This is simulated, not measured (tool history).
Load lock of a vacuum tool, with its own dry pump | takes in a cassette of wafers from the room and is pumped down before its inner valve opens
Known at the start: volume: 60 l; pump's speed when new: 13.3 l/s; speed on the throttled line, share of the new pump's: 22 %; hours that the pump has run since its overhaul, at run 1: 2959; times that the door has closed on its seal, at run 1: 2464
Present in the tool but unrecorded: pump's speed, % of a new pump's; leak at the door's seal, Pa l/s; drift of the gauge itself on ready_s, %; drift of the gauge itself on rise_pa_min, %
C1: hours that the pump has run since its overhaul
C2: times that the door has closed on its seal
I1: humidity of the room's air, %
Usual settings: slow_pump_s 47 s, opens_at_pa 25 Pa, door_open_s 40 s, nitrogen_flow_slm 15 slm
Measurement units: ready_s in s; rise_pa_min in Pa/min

run 1 hour=0 | slow_pump_s=47 opens_at_pa=25 door_open_s=40 nitrogen_flow_slm=15 | C1=2959 C2=2464 | I1=40.9 | ready_s=75.9 rise_pa_min=0.02
run 2 hour=135.9 | slow_pump_s=47 opens_at_pa=25 door_open_s=40 nitrogen_flow_slm=15 | C1=3095 C2=3020 | I1=49.1 | ready_s=75.5 rise_pa_min=0.027
run 3 hour=354.7 | slow_pump_s=47 opens_at_pa=25 door_open_s=40 nitrogen_flow_slm=15 | C1=3314 C2=3915 | I1=42.9 | ready_s=75.3 rise_pa_min=0.025
run 4 hour=535.4 | slow_pump_s=47 opens_at_pa=25 door_open_s=40 nitrogen_flow_slm=15 | C1=3494 C2=4653 | I1=44.8 | ready_s=76.1 rise_pa_min=0.031
run 5 hour=714.3 | slow_pump_s=47 opens_at_pa=25 door_open_s=40 nitrogen_flow_slm=15 | C1=3673 C2=5385 | I1=48.7 | ready_s=75.8 rise_pa_min=0.032
run 6 hour=894.4 | slow_pump_s=47 opens_at_pa=25 door_open_s=40 nitrogen_flow_slm=15 | C1=3853 C2=6122 | I1=46.4 | ready_s=75.4 rise_pa_min=0.026
run 7 hour=995 | slow_pump_s=47 opens_at_pa=25 door_open_s=40 nitrogen_flow_slm=15 | C1=3954 C2=6533 | I1=46.4 | ready_s=75.7 rise_pa_min=0.026
run 8 hour=1196.1 | slow_pump_s=47 opens_at_pa=25 door_open_s=40 nitrogen_flow_slm=15 | C1=4155 C2=7356 | I1=43.8 | ready_s=76.2 rise_pa_min=0.031
run 9 hour=1335.5 | slow_pump_s=47 opens_at_pa=25 door_open_s=40 nitrogen_flow_slm=15 | C1=4295 C2=7925 | I1=43.3 | ready_s=76.4 rise_pa_min=0.038
run 10 hour=1429.8 | slow_pump_s=47 opens_at_pa=25 door_open_s=40 nitrogen_flow_slm=25 | C1=4389 C2=8311 | I1=41.7 | ready_s=76.3 rise_pa_min=0.038
run 11 hour=1589.6 | slow_pump_s=47 opens_at_pa=25 door_open_s=40 nitrogen_flow_slm=25 | C1=4549 C2=8965 | I1=43.7 | ready_s=76.3 rise_pa_min=0.034
run 12 hour=1813.2 | slow_pump_s=47 opens_at_pa=25 door_open_s=40 nitrogen_flow_slm=25 | C1=4772 C2=9879 | I1=45.5 | ready_s=76.3 rise_pa_min=0.041
run 13 hour=2005.3 | slow_pump_s=47 opens_at_pa=25 door_open_s=40 nitrogen_flow_slm=25 | C1=4964 C2=10665 | I1=44.8 | ready_s=76.3 rise_pa_min=0.047
run 14 hour=2110.1 | slow_pump_s=47 opens_at_pa=25 door_open_s=40 nitrogen_flow_slm=25 | C1=5069 C2=11093 | I1=42.2 | ready_s=76.7 rise_pa_min=0.047
run 15 hour=2219.5 | slow_pump_s=47 opens_at_pa=25 door_open_s=40 nitrogen_flow_slm=15 | C1=5179 C2=11541 | I1=46.1 | ready_s=76.3 rise_pa_min=0.049
run 16 hour=2324.6 | slow_pump_s=47 opens_at_pa=25 door_open_s=40 nitrogen_flow_slm=15 | C1=5284 C2=11971 | I1=49 | ready_s=76.8 rise_pa_min=0.052
run 17 hour=2457.9 | slow_pump_s=91 opens_at_pa=25 door_open_s=40 nitrogen_flow_slm=15 | C1=5417 C2=12516 | I1=42 | ready_s=110.3 rise_pa_min=0.053
run 18 hour=2617.3 | slow_pump_s=70 opens_at_pa=25 door_open_s=54 nitrogen_flow_slm=27 | C1=5576 C2=13168 | I1=45.1 | ready_s=93.9 rise_pa_min=0.059
run 19 hour=2795.6 | slow_pump_s=32 opens_at_pa=25 door_open_s=179 nitrogen_flow_slm=27 | C1=5755 C2=13897 | I1=43.2 | ready_s=65.4 rise_pa_min=0.072
run 20 hour=2973 | slow_pump_s=32 opens_at_pa=25 door_open_s=179 nitrogen_flow_slm=27 | C1=5932 C2=14622 | I1=42.6 | ready_s=65.1 rise_pa_min=0.078
run 21 hour=3182.3 | slow_pump_s=32 opens_at_pa=25 door_open_s=179 nitrogen_flow_slm=27 | C1=6141 C2=15478 | I1=46.6 | ready_s=65 rise_pa_min=0.084
run 22 hour=3360.7 | slow_pump_s=54 opens_at_pa=40 door_open_s=80 nitrogen_flow_slm=13 | C1=6320 C2=16208 | I1=44.3 | ready_s=79.3 rise_pa_min=0.081
run 23 hour=3528.3 | slow_pump_s=54 opens_at_pa=40 door_open_s=80 nitrogen_flow_slm=13 | C1=6487 C2=16893 | I1=42.3 | ready_s=80 rise_pa_min=0.075
run 24 hour=3641 | slow_pump_s=93 opens_at_pa=44 door_open_s=28 nitrogen_flow_slm=15 | C1=6600 C2=17354 | I1=44 | ready_s=109.4 rise_pa_min=0.072
run 25 hour=3734.5 | slow_pump_s=70 opens_at_pa=20 door_open_s=210 nitrogen_flow_slm=19 | C1=6694 C2=17736 | I1=44.4 | ready_s=96.9 rise_pa_min=0.104
run 26 hour=3872.2 | slow_pump_s=24 opens_at_pa=37 door_open_s=37 nitrogen_flow_slm=12 | C1=6831 C2=18300 | I1=44.8 | ready_s=58 rise_pa_min=0.079
run 27 hour=4057.9 | slow_pump_s=53 opens_at_pa=37 door_open_s=131 nitrogen_flow_slm=12 | C1=7017 C2=19059 | I1=45.6 | ready_s=79.4 rise_pa_min=0.108
run 28 hour=4154 | slow_pump_s=75 opens_at_pa=44 door_open_s=77 nitrogen_flow_slm=15 | C1=7113 C2=19452 | I1=46.7 | ready_s=96.1 rise_pa_min=0.093
run 29 hour=4362.9 | slow_pump_s=30 opens_at_pa=25 door_open_s=44 nitrogen_flow_slm=17 | C1=7322 C2=20307 | I1=45.1 | ready_s=64.5 rise_pa_min=0.099
run 30 hour=4542.4 | slow_pump_s=30 opens_at_pa=25 door_open_s=44 nitrogen_flow_slm=5 | C1=7502 C2=21041 | I1=43.9 | ready_s=64.3 rise_pa_min=0.098
run 31 hour=4736.3 | slow_pump_s=33 opens_at_pa=23 door_open_s=40 nitrogen_flow_slm=15 | C1=7695 C2=21834 | I1=45.5 | ready_s=66.8 rise_pa_min=0.103
run 32 hour=4895.8 | slow_pump_s=34 opens_at_pa=29 door_open_s=147 nitrogen_flow_slm=8 | C1=7855 C2=22486 | I1=50.2 | ready_s=66.7 rise_pa_min=0.136
run 33 hour=5041.5 | slow_pump_s=89 opens_at_pa=22 door_open_s=58 nitrogen_flow_slm=5 | C1=8001 C2=23082 | I1=46.7 | ready_s=109.7 rise_pa_min=0.115
run 34 hour=5252.1 | slow_pump_s=54 opens_at_pa=48 door_open_s=70 nitrogen_flow_slm=12 | C1=8211 C2=23943 | I1=43.8 | ready_s=80.1 rise_pa_min=0.116

3 options for the next run, each taken on its own from the tool as it stands now. Forecast them:
run A hour=5388.5 | slow_pump_s=51 opens_at_pa=32 door_open_s=40 nitrogen_flow_slm=10 | C1=8348 C2=24501 | I1=43.7 | ready_s=? rise_pa_min=?
run B hour=5388.5 | slow_pump_s=54 opens_at_pa=20 door_open_s=70 nitrogen_flow_slm=12 | C1=8348 C2=24501 | I1=43 | ready_s=? rise_pa_min=?
run C hour=5388.5 | slow_pump_s=54 opens_at_pa=38 door_open_s=70 nitrogen_flow_slm=20 | C1=8348 C2=24501 | I1=45.9 | ready_s=? rise_pa_min=?

run=A ready_s=79.6 rise_pa_min=0.118
run=B ready_s=83.4 rise_pa_min=0.122
run=C ready_s=80.6 rise_pa_min=0.119
Without the tool's unlogged condition, the same runs would have read:
run=A ready_s=76.7 rise_pa_min=0.019
run=B ready_s=80.3 rise_pa_min=0.023
run=C ready_s=77.8 rise_pa_min=0.018
